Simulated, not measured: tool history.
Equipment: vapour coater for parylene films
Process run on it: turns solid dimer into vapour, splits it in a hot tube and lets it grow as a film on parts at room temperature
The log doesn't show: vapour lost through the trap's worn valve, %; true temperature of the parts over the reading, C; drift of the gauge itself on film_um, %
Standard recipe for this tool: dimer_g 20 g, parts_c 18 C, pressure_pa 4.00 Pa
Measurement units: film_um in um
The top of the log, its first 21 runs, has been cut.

run    hour  dimer_g  parts_c  pressure_pa  hours of work since the trap's valve was overhauled  hours of work since the table's thermometer was calibrated  film_um
 22   765.9       35       18         4.00                                                  235                                                        1850     7.84
 23   795.0       35       18         4.00                                                  255                                                        1870     7.90
 24   839.6       13       24         3.82                                                  286                                                        1900     2.63
 25   868.0       22       18         4.28                                                  305                                                        1920     4.93
 26   904.4       22       18         4.28                                                  330                                                        1945     4.90
 27   952.0       22       18         4.28                                                  363                                                        1977     4.85
      969.8  -- table's thermometer calibrated
 28   983.3       22       18         4.28                                                  384                                                           9     4.77
     1032.6  -- trap's valve overhauled
 29  1037.3       22       18         4.28                                                    3                                                          44     5.08
 30  1067.6       12       27         2.48                                                   24                                                          64     2.54
 31  1093.4       23       15         4.00                                                   42                                                          82     5.58
 32  1139.9       23       15         4.00                                                   74                                                         114     5.56
 33  1176.0       16       15         3.35                                                   98                                                         139     3.86
 34  1201.1       31       12         2.73                                                  116                                                         156     7.88
 35  1236.1       20       16         2.14                                                  140                                                         180     4.85
 36  1259.4       33       18         4.00                                                  156                                                         196     7.37
 37  1307.7       33       18         4.00                                                  189                                                         229     7.50
 38  1343.1       30       13         2.42                                                  213                                                         254     7.47
 39  1378.3       26       13         8.48                                                  237                                                         278     6.06

Predict the results of run 40:
 40  1413.6       26       13         8.48                                                  262                                                         302        ?

film_um: 6.08 um
Without the tool's hidden state the same run would have given film_um 6.38 um.

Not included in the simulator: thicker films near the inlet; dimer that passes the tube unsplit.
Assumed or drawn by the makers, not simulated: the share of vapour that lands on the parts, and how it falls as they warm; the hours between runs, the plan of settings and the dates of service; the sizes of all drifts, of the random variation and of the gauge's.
